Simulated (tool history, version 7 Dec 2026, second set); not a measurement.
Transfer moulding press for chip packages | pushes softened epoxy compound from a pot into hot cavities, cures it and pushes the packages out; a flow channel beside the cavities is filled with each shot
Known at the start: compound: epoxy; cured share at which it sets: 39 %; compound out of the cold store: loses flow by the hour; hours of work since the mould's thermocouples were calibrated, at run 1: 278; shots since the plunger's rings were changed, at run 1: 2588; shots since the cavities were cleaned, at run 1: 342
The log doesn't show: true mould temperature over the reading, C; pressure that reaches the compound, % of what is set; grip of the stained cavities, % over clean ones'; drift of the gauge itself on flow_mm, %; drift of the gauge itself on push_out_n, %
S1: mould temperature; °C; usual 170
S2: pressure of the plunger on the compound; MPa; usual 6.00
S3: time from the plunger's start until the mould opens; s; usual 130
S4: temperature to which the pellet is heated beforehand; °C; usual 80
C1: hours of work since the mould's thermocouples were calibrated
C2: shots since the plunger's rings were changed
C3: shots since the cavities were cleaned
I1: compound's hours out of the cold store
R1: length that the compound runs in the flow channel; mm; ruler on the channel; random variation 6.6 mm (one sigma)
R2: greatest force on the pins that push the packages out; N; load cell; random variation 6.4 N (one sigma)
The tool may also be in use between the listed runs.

run   hour   S1    S2   S3  S4   C1    C2   C3    I1   R1   R2
  1    0.0  170  6.00  130  80  278  2588  342  14.5  773  259
  2   10.0  170  6.00  130  80  285  2686  440  46.5  659  265
  3   18.8  170  5.34  130  80  292  2773  527  33.6  666  254
  4   26.1  170  5.34  130  80  297  2844  598  10.6  743  257
  5   36.6  170  5.34  130  80  304  2947  701  11.8  733  243
  6   44.1  176  5.34  130  80  310  3020  774  43.3  613  242
  7   54.1  170  6.00  130  80  317  3118  872  37.3  683  265
      64.0  -- cavities cleaned with cleaning compound and waxed
  8   66.6  170  6.00  164  80  325  3226   26  29.7  726  232
  9   74.3  170  6.00  138  80  330  3302  102  28.8  735  244
      78.5  -- plunger's sealing rings changed
 10   84.6  170  6.00  138  80  336    60  178  34.1  714  249
 11   91.5  170  6.00  138  80  341   127  245  32.0  712  250
 12  102.4  170  6.00  165  80  349   234  352  28.3  712  237
 13  114.7  170  5.61  130  80  357   355  473  27.0  700  245
 14  122.5  170  6.80  130  80  363   431  549  40.7  739  241
 15  130.6  171  6.75  130  85  369   511  629  41.0  713  248
 16  142.0  170  6.56  152  73  377   622  740  16.7  810  246
 17  152.8  178  4.71  144  81  385   728  846  38.9  585  235
     165.2  -- cavities cleaned with cleaning compound and waxed
 18  165.7  178  4.71  144  81  393   840    5  10.0  664  239
 19  178.5  168  5.50  130  80  402   965  130  42.3  657  265
 20  186.9  174  6.00  130  80  408  1047  212   8.4  773  254
 21  195.5  174  6.01  143  80  414  1131  296  35.7  684  237
 22  202.9  174  4.63  152  82  419  1204  369  12.6  674  240
 23  210.6  163  6.00  142  80  425  1280  445  44.0  693  272
 24  219.5  163  6.00  142  80  431  1367  532  23.3  768  286
 25  226.3  170  4.58  130  80  436  1433  598  46.7  565  257
 26  232.5  171  5.77  113  88  441  1494  659  36.1  676  267
 27  243.4  165  5.77  113  83  448  1600  765  18.9  764  398
 28  252.4  164  5.77  134  83  455  1689  854  33.3  718  305

Forecast each of these 4 alternatives for the next run:
  A  260.4  170  4.89  130  80  460  1767  932  13.6   ?   ?
  B  260.4  175  6.53  130  80  460  1767  932  38.6   ?   ?
  C  260.4  167  6.00  130  80  460  1767  932  34.7   ?   ?
  D  260.4  170  6.00  144  80  460  1767  932  46.0   ?   ?

run   R1   R2
  A  698  261
  B  706  237
  C  714  277
  D  663  249
Without the tool's hidden state the same runs would have given:
run   R1   R2
  A  699  257
  B  706  234
  C  715  274
  D  664  246
